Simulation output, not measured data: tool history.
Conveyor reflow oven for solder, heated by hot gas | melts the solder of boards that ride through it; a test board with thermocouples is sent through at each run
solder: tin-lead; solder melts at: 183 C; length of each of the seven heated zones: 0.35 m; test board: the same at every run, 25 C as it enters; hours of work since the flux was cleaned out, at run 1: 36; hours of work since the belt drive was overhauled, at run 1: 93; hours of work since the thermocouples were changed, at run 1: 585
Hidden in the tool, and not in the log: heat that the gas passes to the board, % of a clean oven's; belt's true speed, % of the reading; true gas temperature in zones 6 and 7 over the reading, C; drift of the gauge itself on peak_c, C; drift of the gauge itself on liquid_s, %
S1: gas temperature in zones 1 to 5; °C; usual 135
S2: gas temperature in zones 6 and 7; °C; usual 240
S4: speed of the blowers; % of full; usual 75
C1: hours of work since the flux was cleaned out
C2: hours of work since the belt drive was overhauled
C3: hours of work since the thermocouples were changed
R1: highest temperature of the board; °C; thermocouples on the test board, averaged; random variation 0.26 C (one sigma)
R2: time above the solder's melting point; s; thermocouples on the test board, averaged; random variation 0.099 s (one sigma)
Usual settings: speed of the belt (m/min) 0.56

{"run": 1, "day": 0.0, "S1": 135, "S2": 240, "speed of the belt (m/min)": 0.56, "S4": 75, "C1": 36, "C2": 93, "C3": 585, "R1": 230.4, "R2": 64.43}
{"run": 2, "day": 0.858, "S1": 135, "S2": 240, "speed of the belt (m/min)": 0.616, "S4": 75, "C1": 46, "C2": 103, "C3": 595, "R1": 227.5, "R2": 56.68}
{"run": 3, "day": 1.65, "S1": 135, "S2": 240, "speed of the belt (m/min)": 0.56, "S4": 75, "C1": 55, "C2": 112, "C3": 604, "R1": 230.1, "R2": 64.36}
{"run": 4, "day": 2.3, "S1": 135, "S2": 240, "speed of the belt (m/min)": 0.56, "S4": 65, "C1": 62, "C2": 119, "C3": 611, "R1": 227.9, "R2": 62.84}
{"run": 5, "day": 2.871, "S1": 135, "S2": 240, "speed of the belt (m/min)": 0.505, "S4": 75, "C1": 69, "C2": 126, "C3": 618, "R1": 232.7, "R2": 73.08}
{"run": 6, "day": 3.838, "S1": 135, "S2": 240, "speed of the belt (m/min)": 0.56, "S4": 75, "C1": 80, "C2": 137, "C3": 629, "R1": 229.7, "R2": 64.15}
{"run": 7, "day": 4.875, "S1": 135, "S2": 240, "speed of the belt (m/min)": 0.56, "S4": 75, "C1": 92, "C2": 149, "C3": 641, "R1": 230, "R2": 64.09}
{"run": 8, "day": 5.442, "S1": 135, "S2": 240, "speed of the belt (m/min)": 0.56, "S4": 75, "C1": 98, "C2": 155, "C3": 647, "R1": 230, "R2": 64.21}
{"run": 9, "day": 6.462, "S1": 135, "S2": 240, "speed of the belt (m/min)": 0.56, "S4": 75, "C1": 110, "C2": 167, "C3": 659, "R1": 230, "R2": 64.18}
{"run": 10, "day": 7.233, "S1": 135, "S2": 240, "speed of the belt (m/min)": 0.56, "S4": 75, "C1": 119, "C2": 176, "C3": 668, "R1": 229.6, "R2": 64.16}
{"run": 11, "day": 8.429, "S1": 135, "S2": 240, "speed of the belt (m/min)": 0.56, "S4": 75, "C1": 133, "C2": 190, "C3": 681, "R1": 229.5, "R2": 64.04}
{"run": 12, "day": 9.133, "S1": 135, "S2": 240, "speed of the belt (m/min)": 0.56, "S4": 75, "C1": 141, "C2": 198, "C3": 690, "R1": 229.9, "R2": 64.07}
{"run": 13, "day": 9.925, "S1": 135, "S2": 240, "speed of the belt (m/min)": 0.616, "S4": 75, "C1": 150, "C2": 207, "C3": 699, "R1": 226.5, "R2": 56.55}
{"run": 14, "day": 10.925, "S1": 135, "S2": 240, "speed of the belt (m/min)": 0.56, "S4": 75, "C1": 161, "C2": 218, "C3": 710, "R1": 229.1, "R2": 64.03}
{"run": 15, "day": 12.133, "S1": 135, "S2": 240, "speed of the belt (m/min)": 0.56, "S4": 75, "C1": 175, "C2": 232, "C3": 724, "R1": 229.5, "R2": 63.97}
{"run": 16, "day": 13.071, "S1": 135, "S2": 240, "speed of the belt (m/min)": 0.56, "S4": 65, "C1": 186, "C2": 243, "C3": 735, "R1": 227.2, "R2": 62.48}
{"run": 17, "day": 13.921, "S1": 149, "S2": 245, "speed of the belt (m/min)": 0.486, "S4": 59, "C1": 196, "C2": 253, "C3": 745, "R1": 235.9, "R2": 82.59}
{"run": 18, "day": 14.454, "S1": 149, "S2": 245, "speed of the belt (m/min)": 0.595, "S4": 59, "C1": 202, "C2": 259, "C3": 751, "R1": 230.4, "R2": 64.73}
{"run": 19, "day": 15.583, "S1": 135, "S2": 255, "speed of the belt (m/min)": 0.595, "S4": 59, "C1": 215, "C2": 272, "C3": 764, "R1": 236.3, "R2": 63.58}
{"run": 20, "day": 16.267, "S1": 135, "S2": 242, "speed of the belt (m/min)": 0.56, "S4": 88, "C1": 223, "C2": 280, "C3": 771, "R1": 233.2, "R2": 66}
{"day": 16.646, "done": "thermocouples of zones 6 and 7 changed"}
{"run": 21, "day": 17.367, "S1": 132, "S2": 242, "speed of the belt (m/min)": 0.56, "S4": 75, "C1": 234, "C2": 291, "C3": 8, "R1": 229.1, "R2": 62.67}
{"run": 22, "day": 18.325, "S1": 132, "S2": 242, "speed of the belt (m/min)": 0.56, "S4": 75, "C1": 245, "C2": 302, "C3": 19, "R1": 229.1, "R2": 62.51}
{"day": 18.571, "done": "belt drive overhauled, speed set with a stopwatch"}
{"day": 19.238, "done": "flux residue cleaned out of gas plates and filters"}
{"run": 23, "day": 19.362, "S1": 132, "S2": 242, "speed of the belt (m/min)": 0.56, "S4": 75, "C1": 1, "C2": 7, "C3": 27, "R1": 230.8, "R2": 64.03}
{"run": 24, "day": 20.342, "S1": 132, "S2": 242, "speed of the belt (m/min)": 0.56, "S4": 75, "C1": 13, "C2": 18, "C3": 38, "R1": 230.6, "R2": 64.07}
{"run": 25, "day": 21.046, "S1": 132, "S2": 242, "speed of the belt (m/min)": 0.56, "S4": 75, "C1": 21, "C2": 26, "C3": 46, "R1": 230.7, "R2": 63.84}
{"run": 26, "day": 22.042, "S1": 132, "S2": 242, "speed of the belt (m/min)": 0.56, "S4": 75, "C1": 32, "C2": 37, "C3": 58, "R1": 230.3, "R2": 63.97}
{"run": 27, "day": 22.638, "S1": 124, "S2": 236, "speed of the belt (m/min)": 0.56, "S4": 75, "C1": 39, "C2": 44, "C3": 65, "R1": 224.3, "R2": 58.1}
{"run": 28, "day": 23.538, "S1": 135, "S2": 247, "speed of the belt (m/min)": 0.56, "S4": 56, "C1": 49, "C2": 55, "C3": 75, "R1": 230.6, "R2": 64.37}
{"run": 29, "day": 24.225, "S1": 133, "S2": 231, "speed of the belt (m/min)": 0.548, "S4": 75, "C1": 57, "C2": 63, "C3": 83, "R1": 220.5, "R2": 60.16}
{"day": 24.471, "done": "belt drive overhauled, speed set with a stopwatch, once more"}
{"run": 30, "day": 25.45, "S1": 133, "S2": 231, "speed of the belt (m/min)": 0.548, "S4": 75, "C1": 69, "C2": 11, "C3": 95, "R1": 220.7, "R2": 59.83}
{"run": 31, "day": 26.212, "S1": 128, "S2": 240, "speed of the belt (m/min)": 0.56, "S4": 71, "C1": 78, "C2": 20, "C3": 104, "R1": 227.1, "R2": 60.7}
{"run": 32, "day": 26.838, "S1": 128, "S2": 240, "speed of the belt (m/min)": 0.56, "S4": 71, "C1": 85, "C2": 27, "C3": 111, "R1": 227.5, "R2": 60.65}

Forecast each of these 3 alternatives for the next run:
{"run": "A", "day": 28.071, "S1": 135, "S2": 239, "speed of the belt (m/min)": 0.542, "S4": 75, "C1": 99, "C2": 41, "C3": 125, "R1": "?", "R2": "?"}
{"run": "B", "day": 28.071, "S1": 128, "S2": 254, "speed of the belt (m/min)": 0.56, "S4": 73, "C1": 99, "C2": 41, "C3": 125, "R1": "?", "R2": "?"}
{"run": "C", "day": 28.071, "S1": 128, "S2": 240, "speed of the belt (m/min)": 0.615, "S4": 73, "C1": 99, "C2": 41, "C3": 125, "R1": "?", "R2": "?"}

run=A R1=228.9 R2=65.82
run=B R1=240 R2=67.21
run=C R1=224.5 R2=53.36
Without the tool's hidden state the same runs would have given:
run=A R1=229.1 R2=65.96
run=B R1=240.4 R2=67.25
run=C R1=225 R2=53.67
